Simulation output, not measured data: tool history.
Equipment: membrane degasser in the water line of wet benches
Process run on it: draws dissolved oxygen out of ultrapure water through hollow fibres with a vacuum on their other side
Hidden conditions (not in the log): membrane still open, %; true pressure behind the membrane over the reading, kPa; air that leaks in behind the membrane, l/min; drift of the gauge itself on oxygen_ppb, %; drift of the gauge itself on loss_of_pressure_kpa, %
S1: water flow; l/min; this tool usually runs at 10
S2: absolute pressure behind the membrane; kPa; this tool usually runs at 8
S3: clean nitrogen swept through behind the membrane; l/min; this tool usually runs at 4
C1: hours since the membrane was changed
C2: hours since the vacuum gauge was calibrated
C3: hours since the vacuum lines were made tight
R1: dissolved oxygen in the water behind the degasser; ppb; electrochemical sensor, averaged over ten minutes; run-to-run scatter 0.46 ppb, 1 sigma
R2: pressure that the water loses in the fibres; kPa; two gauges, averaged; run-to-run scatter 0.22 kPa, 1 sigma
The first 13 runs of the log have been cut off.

run 14 hour=1801.8 | S1=12 S2=8 S3=4 | C1=9376 C2=4607 C3=7963 | R1=54 R2=67.33
run 15 hour=1926.2 | S1=10 S2=8 S3=4 | C1=9501 C2=4731 C3=8087 | R1=40.7 R2=55.66
run 16 hour=2091.9 | S1=10 S2=8 S3=4.12 | C1=9666 C2=4897 C3=8253 | R1=39.8 R2=55.86
run 17 hour=2186.3 | S1=10 S2=8 S3=4.12 | C1=9761 C2=4991 C3=8347 | R1=39.1 R2=55.54
run 18 hour=2338.8 | S1=13 S2=8.95 S3=4 | C1=9913 C2=5143 C3=8500 | R1=69.6 R2=72.43
run 19 hour=2522.4 | S1=13 S2=7.2 S3=4.47 | C1=10097 C2=5327 C3=8684 | R1=52.5 R2=72.5
run 20 hour=2632.4 | S1=10 S2=8 S3=7.25 | C1=10207 C2=5437 C3=8794 | R1=25.6 R2=56.01
run 21 hour=2746.4 | S1=7 S2=11.4 S3=7.81 | C1=10321 C2=5551 C3=8908 | R1=21.9 R2=39.05
run 22 hour=2863.4 | S1=7 S2=11.4 S3=7.81 | C1=10438 C2=5668 C3=9025 | R1=21.8 R2=39.64
run 23 hour=3064.2 | S1=16 S2=9.49 S3=4 | C1=10639 C2=5869 C3=9225 | R1=104.9 R2=90
run 24 hour=3177 | S1=16 S2=9.49 S3=4 | C1=10752 C2=5982 C3=9338 | R1=101.9 R2=89.63
run 25 hour=3319.1 | S1=13 S2=14.99 S3=4 | C1=10894 C2=6124 C3=9480 | R1=117.4 R2=72.84
run 26 hour=3434 | S1=10 S2=16.26 S3=4 | C1=11009 C2=6239 C3=9595 | R1=93.1 R2=55.8
run 27 hour=3535 | S1=7 S2=10.42 S3=4 | C1=11110 C2=6340 C3=9696 | R1=36.1 R2=39.13
run 28 hour=3672.9 | S1=7 S2=10.42 S3=4 | C1=11247 C2=6478 C3=9834 | R1=35.8 R2=39.25
run 29 hour=3828.1 | S1=7 S2=10.42 S3=4 | C1=11403 C2=6633 C3=9989 | R1=36.2 R2=39.59
run 30 hour=3952.9 | S1=7 S2=10.42 S3=4 | C1=11527 C2=6758 C3=10114 | R1=36.2 R2=39.15
run 31 hour=4088.2 | S1=8 S2=5.07 S3=4 | C1=11663 C2=6893 C3=10249 | R1=14.7 R2=45.21
-- hour=4133.3 vacuum gauge calibrated
run 32 hour=4275.6 | S1=7 S2=5.07 S3=2.6 | C1=11850 C2=142 C3=10436 | R1=15.4 R2=39.34

4 options for the next run, each taken on its own from the tool as it stands now. Forecast them:
run A hour=4464.9 | S1=13 S2=6.25 S3=6.19 | C1=12039 C2=332 C3=10626 | R1=? R2=?
run B hour=4464.9 | S1=13 S2=18.48 S3=5.82 | C1=12039 C2=332 C3=10626 | R1=? R2=?
run C hour=4464.9 | S1=6 S2=8 S3=4 | C1=12039 C2=332 C3=10626 | R1=? R2=?
run D hour=4464.9 | S1=12 S2=8 S3=1.72 | C1=12039 C2=332 C3=10626 | R1=? R2=?

run=A R1=38.5 R2=73.06
run=B R1=108.2 R2=73.34
run=C R1=20 R2=33.76
run=D R1=98.9 R2=67.64
Take away the tool's hidden state, keep each run's random variation, and the runs would have read:
run=A R1=31.4 R2=68.87
run=B R1=99.5 R2=69.15
run=C R1=18.5 R2=31.82
run=D R1=91.7 R2=63.77
